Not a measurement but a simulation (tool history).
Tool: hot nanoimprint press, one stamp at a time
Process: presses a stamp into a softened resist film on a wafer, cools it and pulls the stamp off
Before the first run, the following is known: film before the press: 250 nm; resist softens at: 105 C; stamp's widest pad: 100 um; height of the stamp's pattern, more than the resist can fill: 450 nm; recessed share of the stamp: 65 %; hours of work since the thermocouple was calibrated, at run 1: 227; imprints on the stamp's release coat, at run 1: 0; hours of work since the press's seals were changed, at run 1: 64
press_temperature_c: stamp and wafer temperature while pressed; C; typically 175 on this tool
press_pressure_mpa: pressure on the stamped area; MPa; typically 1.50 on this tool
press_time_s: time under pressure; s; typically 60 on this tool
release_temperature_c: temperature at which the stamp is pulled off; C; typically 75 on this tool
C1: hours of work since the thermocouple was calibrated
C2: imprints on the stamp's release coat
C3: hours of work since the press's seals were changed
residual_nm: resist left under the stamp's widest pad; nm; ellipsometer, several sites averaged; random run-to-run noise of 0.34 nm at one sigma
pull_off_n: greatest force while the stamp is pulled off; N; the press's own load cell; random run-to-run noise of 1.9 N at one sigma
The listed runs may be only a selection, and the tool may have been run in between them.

Run 1, hour 0.0: usual settings; C1 227; C2 0; C3 64. Result: residual_nm 108.2 nm, pull_off_n 213 N.
Run 2, hour 23.7: usual settings; C1 245; C2 94; C3 83. Result: residual_nm 108.4 nm, pull_off_n 213 N.
Run 3, hour 36.8: usual settings; C1 255; C2 146; C3 93. Result: residual_nm 108.5 nm, pull_off_n 210 N.
Run 4, hour 52.8: usual settings; C1 268; C2 210; C3 106. Result: residual_nm 108.8 nm, pull_off_n 210 N.
At hour 59.6: plate thermocouple calibrated.
Run 5, hour 67.6: usual settings; C1 6; C2 256; C3 115. Result: residual_nm 108.6 nm, pull_off_n 210 N.
Run 6, hour 90.8: usual settings; C1 24; C2 348; C3 133. Result: residual_nm 108.9 nm, pull_off_n 214 N.
Run 7, hour 113.6: usual settings but press_time_s 84 s; C1 42; C2 438; C3 150. Result: residual_nm 96.5 nm, pull_off_n 210 N.
Run 8, hour 137.4: usual settings but press_temperature_c 173 C, press_pressure_mpa 1.72 MPa, press_time_s 35 s; C1 60; C2 533; C3 169. Result: residual_nm 128.0 nm, pull_off_n 213 N.
Run 9, hour 161.3: usual settings but press_temperature_c 180 C, press_pressure_mpa 0.94 MPa, release_temperature_c 79 C; C1 79; C2 628; C3 187. Result: residual_nm 123.3 nm, pull_off_n 195 N.
Run 10, hour 181.8: usual settings but press_temperature_c 172 C, press_pressure_mpa 1.52 MPa, press_time_s 81 s, release_temperature_c 66 C; C1 95; C2 709; C3 203. Result: residual_nm 105.4 nm, pull_off_n 250 N.

How would selected steps in residual_nm from run to run divide? Give the signed amount a tool lacking its hidden state would still show from settings, what came in and random variation, and the signed amount left for the hidden state, including any gauge scatter that is not in both of the compared results.
Hidden conditions of the tool in this case: true temperature over the reading, C; pressure that arrives at the usual setting, %; grip of the stamp's worn release coat, % over a new coat's; drift of the gauge itself on residual_nm, %; drift of the gauge itself on pull_off_n, %.
Run 7 -> 8: press_temperature_c 175 -> 173, press_pressure_mpa 1.50 -> 1.72, press_time_s 84 -> 35. residual_nm +31.5 nm: hidden state +0.4, all else +31.1.
